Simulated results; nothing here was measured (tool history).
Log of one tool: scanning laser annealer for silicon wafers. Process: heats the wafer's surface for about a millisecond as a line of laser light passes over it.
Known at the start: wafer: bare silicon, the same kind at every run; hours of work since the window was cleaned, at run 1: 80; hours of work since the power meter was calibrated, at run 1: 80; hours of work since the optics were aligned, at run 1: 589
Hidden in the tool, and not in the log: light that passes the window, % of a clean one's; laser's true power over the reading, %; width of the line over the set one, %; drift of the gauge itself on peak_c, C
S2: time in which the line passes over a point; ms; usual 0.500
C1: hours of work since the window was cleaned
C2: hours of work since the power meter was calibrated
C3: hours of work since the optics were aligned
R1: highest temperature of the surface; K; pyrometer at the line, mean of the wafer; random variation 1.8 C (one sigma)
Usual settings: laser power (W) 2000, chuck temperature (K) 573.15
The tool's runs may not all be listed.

Run 1, hour 0.0: usual settings; C1 80; C2 80; C3 589. Result: R1 1283.15 K.
Run 2, hour 35.1: usual settings; C1 103; C2 103; C3 611. Result: R1 1282.15 K.
Run 3, hour 103.7: usual settings; C1 148; C2 148; C3 656. Result: R1 1278.15 K.
Run 4, hour 176.9: usual settings; C1 196; C2 196; C3 704. Result: R1 1275.15 K.
Run 5, hour 221.1: usual settings; C1 224; C2 224; C3 733. Result: R1 1273.15 K.
Run 6, hour 264.1: usual settings; C1 253; C2 253; C3 761. Result: R1 1270.15 K.
Run 7, hour 315.9: usual settings; C1 286; C2 286; C3 795. Result: R1 1269.15 K.
Run 8, hour 374.9: usual settings; C1 325; C2 325; C3 833. Result: R1 1268.15 K.
Run 9, hour 427.0: usual settings; C1 359; C2 359; C3 867. Result: R1 1261.15 K.
At hour 494.4: window over the wafer cleaned.
Run 10, hour 501.9: usual settings; C1 5; C2 407; C3 915. Result: R1 1283.15 K.
Run 11, hour 557.3: usual settings; C1 41; C2 443; C3 951. Result: R1 1280.15 K.
Run 12, hour 596.0: usual settings; C1 66; C2 468; C3 977. Result: R1 1280.15 K.
At hour 602.8: laser's power meter calibrated.
Run 13, hour 661.4: usual settings; C1 107; C2 38; C3 1017. Result: R1 1278.15 K.
Run 14, hour 703.1: usual settings; C1 134; C2 66; C3 1045. Result: R1 1273.15 K.
Run 15, hour 766.6: usual settings; C1 176; C2 107; C3 1086. Result: R1 1269.15 K.
Run 16, hour 823.0: usual settings; C1 213; C2 144; C3 1123. Result: R1 1271.15 K.
Run 17, hour 878.1: usual settings; C1 249; C2 180; C3 1159. Result: R1 1265.15 K.
Run 18, hour 910.9: usual settings; C1 270; C2 201; C3 1180. Result: R1 1266.15 K.
Run 19, hour 975.3: usual settings; C1 312; C2 243; C3 1222. Result: R1 1258.15 K.
At hour 1032.1: laser's power meter calibrated, once more.
Run 20, hour 1047.2: usual settings; C1 357; C2 10; C3 1267. Result: R1 1263.15 K.
Run 21, hour 1080.5: usual settings but S2 0.376 ms; C1 379; C2 32; C3 1289. Result: R1 1175.15 K.
At hour 1112.9: window over the wafer cleaned.
Run 22, hour 1127.5: usual settings but S2 0.376 ms; C1 10; C2 61; C3 1318. Result: R1 1192.15 K.
Run 23, hour 1176.9: usual settings but laser power (W) 1807, S2 0.616 ms; C1 42; C2 93; C3 1351. Result: R1 1273.15 K.
Run 24, hour 1244.7: usual settings but laser power (W) 2106, S2 0.616 ms, chuck temperature (K) 611.15; C1 86; C2 138; C3 1395. Result: R1 1429.15 K.
Run 25, hour 1306.5: usual settings but laser power (W) 1807, S2 0.425 ms, chuck temperature (K) 603.15; C1 126; C2 178; C3 1435. Result: R1 1187.15 K.
Run 26, hour 1348.5: usual settings but laser power (W) 2051, S2 0.584 ms, chuck temperature (K) 603.15; C1 154; C2 205; C3 1463. Result: R1 1374.15 K.
Run 27, hour 1395.6: usual settings but laser power (W) 2051, S2 0.521 ms, chuck temperature (K) 603.15; C1 185; C2 236; C3 1494. Result: R1 1331.15 K.
Run 28, hour 1448.3: usual settings but laser power (W) 2051, S2 0.487 ms, chuck temperature (K) 605.15; C1 219; C2 271; C3 1528. Result: R1 1306.15 K.
Run 29, hour 1505.3: usual settings but S2 0.491 ms, chuck temperature (K) 554.15; C1 256; C2 308; C3 1565. Result: R1 1235.15 K.
Run 30, hour 1577.8: usual settings but laser power (W) 1917, S2 0.541 ms, chuck temperature (K) 539.15; C1 304; C2 355; C3 1613. Result: R1 1218.15 K.
Run 31, hour 1618.3: usual settings but laser power (W) 1917, S2 0.541 ms, chuck temperature (K) 539.15; C1 330; C2 382; C3 1639. Result: R1 1217.15 K.
Run 32, hour 1685.8: usual settings but laser power (W) 1917, S2 0.360 ms, chuck temperature (K) 539.15; C1 374; C2 426; C3 1683. Result: R1 1097.15 K.
At hour 1726.9: window over the wafer cleaned.
Run 33, hour 1747.9: usual settings but laser power (W) 1809, S2 0.440 ms; C1 14; C2 465; C3 1722. Result: R1 1169.15 K.
At hour 1783.3: optics aligned, line set to its width.
Run 34, hour 1804.0: usual settings but laser power (W) 1809, S2 0.440 ms; C1 47; C2 498; C3 14. Result: R1 1180.15 K.
Run 35, hour 1871.9: usual settings but S2 0.465 ms; C1 91; C2 543; C3 58. Result: R1 1265.15 K.
Run 36, hour 1915.8: usual settings but laser power (W) 1943, S2 0.407 ms; C1 120; C2 571; C3 87. Result: R1 1199.15 K.
Run 37, hour 1987.5: usual settings but laser power (W) 1998, S2 0.449 ms, chuck temperature (K) 569.15; C1 167; C2 618; C3 133. Result: R1 1238.15 K.
Run 38, hour 2037.3: usual settings but laser power (W) 1998, S2 0.449 ms, chuck temperature (K) 569.15; C1 199; C2 651; C3 166. Result: R1 1240.15 K.
Run 39, hour 2105.8: usual settings but laser power (W) 2172, S2 0.379 ms; C1 244; C2 695; C3 211. Result: R1 1243.15 K.
Run 40, hour 2137.5: usual settings but laser power (W) 2004, S2 0.513 ms, chuck temperature (K) 534.15; C1 265; C2 716; C3 231. Result: R1 1244.15 K.
Run 41, hour 2186.7: usual settings but laser power (W) 2004, S2 0.513 ms, chuck temperature (K) 534.15; C1 297; C2 748; C3 264. Result: R1 1244.15 K.

Forecast each of these 4 alternatives for the next run:
Run A, hour 2218.8: usual settings but laser power (W) 2013, S2 0.445 ms, chuck temperature (K) 586.15; C1 318; C2 769; C3 284. Result: R1 ?.
Run B, hour 2218.8: usual settings but laser power (W) 1705, S2 0.614 ms, chuck temperature (K) 547.15; C1 318; C2 769; C3 284. Result: R1 ?.
Run C, hour 2218.8: usual settings but laser power (W) 2004, S2 0.350 ms, chuck temperature (K) 613.15; C1 318; C2 769; C3 284. Result: R1 ?.
Run D, hour 2218.8: usual settings but laser power (W) 2004, S2 0.511 ms, chuck temperature (K) 590.15; C1 318; C2 769; C3 284. Result: R1 ?.

run       R1
  A  1251.15
  B  1192.15
  C  1205.15
  D  1295.15
Without the tool's hidden state the same runs would have given:
run       R1
  A  1276.15
  B  1216.15
  C  1227.15
  D  1321.15

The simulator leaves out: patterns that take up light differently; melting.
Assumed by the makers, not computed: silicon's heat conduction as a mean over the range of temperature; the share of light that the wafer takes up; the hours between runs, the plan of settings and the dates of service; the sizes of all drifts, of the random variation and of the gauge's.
